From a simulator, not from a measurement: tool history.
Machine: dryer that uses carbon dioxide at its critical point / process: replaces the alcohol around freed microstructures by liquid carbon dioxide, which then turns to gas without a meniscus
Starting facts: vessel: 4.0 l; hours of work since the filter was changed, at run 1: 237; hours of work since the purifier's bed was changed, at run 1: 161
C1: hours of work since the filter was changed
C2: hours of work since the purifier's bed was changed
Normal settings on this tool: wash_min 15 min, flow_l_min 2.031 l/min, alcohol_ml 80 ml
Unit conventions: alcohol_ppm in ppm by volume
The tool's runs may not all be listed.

{"run": 1, "hour": 0.0, "wash_min": 15, "flow_l_min": 2.031, "alcohol_ml": 80, "C1": 237, "C2": 161, "alcohol_ppm": 45}
{"run": 2, "hour": 11.8, "wash_min": 15, "flow_l_min": 2.031, "alcohol_ml": 80, "C1": 245, "C2": 169, "alcohol_ppm": 48}
{"run": 3, "hour": 24.2, "wash_min": 14, "flow_l_min": 2.031, "alcohol_ml": 80, "C1": 255, "C2": 179, "alcohol_ppm": 70}
{"run": 4, "hour": 41.2, "wash_min": 14, "flow_l_min": 2.031, "alcohol_ml": 80, "C1": 267, "C2": 191, "alcohol_ppm": 60}
{"run": 5, "hour": 51.6, "wash_min": 13, "flow_l_min": 2.031, "alcohol_ml": 80, "C1": 275, "C2": 199, "alcohol_ppm": 94}
{"run": 6, "hour": 68.5, "wash_min": 15, "flow_l_min": 3.1, "alcohol_ml": 80, "C1": 287, "C2": 211, "alcohol_ppm": 31}
{"run": 7, "hour": 90.1, "wash_min": 15, "flow_l_min": 3.1, "alcohol_ml": 80, "C1": 303, "C2": 227, "alcohol_ppm": 34}
{"run": 8, "hour": 106.9, "wash_min": 15, "flow_l_min": 2.031, "alcohol_ml": 49, "C1": 316, "C2": 240, "alcohol_ppm": 52}
{"run": 9, "hour": 122.5, "wash_min": 15, "flow_l_min": 2.031, "alcohol_ml": 49, "C1": 327, "C2": 251, "alcohol_ppm": 52}
{"run": 10, "hour": 147.8, "wash_min": 15, "flow_l_min": 2.031, "alcohol_ml": 60, "C1": 346, "C2": 270, "alcohol_ppm": 55}
{"run": 11, "hour": 166.1, "wash_min": 15, "flow_l_min": 2.031, "alcohol_ml": 60, "C1": 360, "C2": 283, "alcohol_ppm": 72}
{"run": 12, "hour": 188.6, "wash_min": 15, "flow_l_min": 2.031, "alcohol_ml": 60, "C1": 376, "C2": 300, "alcohol_ppm": 63}
{"run": 13, "hour": 202.5, "wash_min": 15, "flow_l_min": 2.031, "alcohol_ml": 60, "C1": 386, "C2": 310, "alcohol_ppm": 61}
{"run": 14, "hour": 228.0, "wash_min": 10, "flow_l_min": 2.37, "alcohol_ml": 33, "C1": 405, "C2": 329, "alcohol_ppm": 107}
{"run": 15, "hour": 253.0, "wash_min": 15, "flow_l_min": 2.78, "alcohol_ml": 61, "C1": 424, "C2": 348, "alcohol_ppm": 44}
{"hour": 264.0, "done": "inlet filter changed"}
{"run": 16, "hour": 270.2, "wash_min": 20, "flow_l_min": 1.79, "alcohol_ml": 37, "C1": 5, "C2": 360, "alcohol_ppm": 55}
{"run": 17, "hour": 291.3, "wash_min": 17, "flow_l_min": 2.42, "alcohol_ml": 49, "C1": 20, "C2": 375, "alcohol_ppm": 35}
{"run": 18, "hour": 301.8, "wash_min": 21, "flow_l_min": 2.42, "alcohol_ml": 50, "C1": 28, "C2": 383, "alcohol_ppm": 38}
{"run": 19, "hour": 317.8, "wash_min": 15, "flow_l_min": 1.39, "alcohol_ml": 65, "C1": 40, "C2": 395, "alcohol_ppm": 160}
{"run": 20, "hour": 329.5, "wash_min": 10, "flow_l_min": 2.36, "alcohol_ml": 44, "C1": 48, "C2": 404, "alcohol_ppm": 86}
{"run": 21, "hour": 340.0, "wash_min": 12, "flow_l_min": 3.14, "alcohol_ml": 80, "C1": 56, "C2": 411, "alcohol_ppm": 50}
{"run": 22, "hour": 354.5, "wash_min": 12, "flow_l_min": 3.14, "alcohol_ml": 80, "C1": 67, "C2": 422, "alcohol_ppm": 55}
{"run": 23, "hour": 375.1, "wash_min": 18, "flow_l_min": 1.4, "alcohol_ml": 104, "C1": 82, "C2": 437, "alcohol_ppm": 116}

Measured result minus the same run's result without the hidden state. Both carry the same run-to-run variation, though not necessarily the same gauge scatter:
Hidden state present: flow that reaches the vessel past the clogged filter, %; alcohol in the recycled carbon dioxide, ppm; drift of the gauge itself on alcohol_ppm, %.
run=1 alcohol_ppm=+30
run=2 alcohol_ppm=+32
run=3 alcohol_ppm=+40
run=4 alcohol_ppm=+42
run=5 alcohol_ppm=+57
run=6 alcohol_ppm=+23
run=7 alcohol_ppm=+25
run=8 alcohol_ppm=+37
run=9 alcohol_ppm=+38
run=10 alcohol_ppm=+46
run=11 alcohol_ppm=+48
run=12 alcohol_ppm=+51
run=13 alcohol_ppm=+55
run=14 alcohol_ppm=+76
run=15 alcohol_ppm=+41
run=16 alcohol_ppm=+40
run=17 alcohol_ppm=+35
run=18 alcohol_ppm=+38
run=19 alcohol_ppm=+52
run=20 alcohol_ppm=+48
run=21 alcohol_ppm=+45
run=22 alcohol_ppm=+46
run=23 alcohol_ppm=+61
